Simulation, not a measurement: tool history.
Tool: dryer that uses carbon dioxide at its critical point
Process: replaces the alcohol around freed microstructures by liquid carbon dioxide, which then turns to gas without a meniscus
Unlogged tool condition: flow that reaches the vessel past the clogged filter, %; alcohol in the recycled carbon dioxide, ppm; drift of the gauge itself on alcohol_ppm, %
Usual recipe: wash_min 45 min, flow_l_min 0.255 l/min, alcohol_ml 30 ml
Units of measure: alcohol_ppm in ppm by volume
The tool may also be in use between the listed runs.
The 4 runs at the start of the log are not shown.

run	day	wash_min	flow_l_min	alcohol_ml	hours of work since the filter was changed	hours of work since the purifier's bed was changed	alcohol_ppm
5	3.750	45	0.251	30	69	396	210
6	4.917	45	0.251	30	78	405	203
7	6.175	45	0.255	30	87	415	197
8	7.100	45	0.255	30	94	422	198
9	7.733	45	0.255	30	99	427	207
10	8.383	45	0.255	30	104	432	216
11	9.046	45	0.255	30	109	437	208
12	9.888	45	0.255	30	115	443	215
13	10.758	45	0.255	30	122	450	203
14	11.442	45	0.255	30	127	455	220
15	12.654	45	0.236	30	136	464	265
16	13.262	42	0.255	30	141	469	262
17	14.154	42	0.255	30	148	476	271
18	15.104	45	0.255	30	155	483	222
19	15.842	54	0.255	30	161	489	166
20	16.683	54	0.255	30	167	495	155
21	17.404	45	0.178	97	173	500	1602
22	18.717	51	0.377	117	183	510	146

Forecast run 23:
23	19.517	45	0.255	21	189	517	?

alcohol_ppm: 206 ppm by volume
Minus the tool's unlogged condition, the same run would have read alcohol_ppm 64 ppm by volume.
